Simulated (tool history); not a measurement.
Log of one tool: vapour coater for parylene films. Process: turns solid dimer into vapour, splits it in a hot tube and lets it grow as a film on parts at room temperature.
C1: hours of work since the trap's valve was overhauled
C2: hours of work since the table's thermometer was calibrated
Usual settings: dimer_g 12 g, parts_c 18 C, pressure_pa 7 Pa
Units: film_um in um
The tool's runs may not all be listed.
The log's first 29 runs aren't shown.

Run 30, hour 487.7: usual settings but parts_c 14 C, pressure_pa 6.34 Pa; C1 514; C2 348. Result: film_um 2.29 um.
Run 31, hour 501: usual settings but parts_c 16 C, pressure_pa 5.61 Pa; C1 521; C2 354. Result: film_um 2.14 um.
Run 32, hour 522.4: usual settings but parts_c 16 C, pressure_pa 5.61 Pa; C1 531; C2 364. Result: film_um 2.13 um.
Run 33, hour 532.8: usual settings but parts_c 16 C, pressure_pa 5.61 Pa; C1 536; C2 369. Result: film_um 2.08 um.
Run 34, hour 546.3: usual settings but dimer_g 13 g, parts_c 14 C, pressure_pa 3.37 Pa; C1 543; C2 376. Result: film_um 2.68 um.
Run 35, hour 558.9: usual settings but dimer_g 13 g, parts_c 14 C, pressure_pa 3.37 Pa; C1 549; C2 382. Result: film_um 2.7 um.
Run 36, hour 575.3: usual settings but dimer_g 9 g, parts_c 13 C, pressure_pa 3.37 Pa; C1 557; C2 390. Result: film_um 1.92 um.
Run 37, hour 596.6: usual settings but dimer_g 11 g, parts_c 13 C, pressure_pa 7.56 Pa; C1 567; C2 400. Result: film_um 2.08 um.
Run 38, hour 616.9: usual settings but dimer_g 11 g, parts_c 11 C, pressure_pa 8.78 Pa; C1 577; C2 410. Result: film_um 2.17 um.
Run 39, hour 632.5: usual settings but dimer_g 11 g, parts_c 11 C, pressure_pa 8.78 Pa; C1 584; C2 418. Result: film_um 2.2 um.
Run 40, hour 647.9: usual settings but dimer_g 11 g, parts_c 11 C, pressure_pa 8.78 Pa; C1 592; C2 425. Result: film_um 2.21 um.
Run 41, hour 665.5: usual settings but dimer_g 11 g, parts_c 10 C, pressure_pa 8.78 Pa; C1 600; C2 434. Result: film_um 2.28 um.
Run 42, hour 678.3: usual settings but dimer_g 6 g, pressure_pa 4.17 Pa; C1 607; C2 440. Result: film_um 1 um.

4 ways to go on from here, each from the tool as it stands after run 42. What would each give?
Run A, hour 695.5: usual settings but dimer_g 14 g; C1 615; C2 448. Result: film_um ?.
Run B, hour 695.5: usual settings but dimer_g 8 g; C1 615; C2 448. Result: film_um ?.
Run C, hour 695.5: usual settings but dimer_g 9 g, parts_c 12 C, pressure_pa 10.58 Pa; C1 615; C2 448. Result: film_um ?.
Run D, hour 695.5: usual settings but dimer_g 6 g, parts_c 15 C, pressure_pa 2.01 Pa; C1 615; C2 448. Result: film_um ?.

run  film_um
  A     2.17
  B     1.25
  C     1.62
  D     1.31
Without the tool's hidden state the same runs would have given:
run  film_um
  A     2.42
  B     1.39
  C      1.8
  D     1.45

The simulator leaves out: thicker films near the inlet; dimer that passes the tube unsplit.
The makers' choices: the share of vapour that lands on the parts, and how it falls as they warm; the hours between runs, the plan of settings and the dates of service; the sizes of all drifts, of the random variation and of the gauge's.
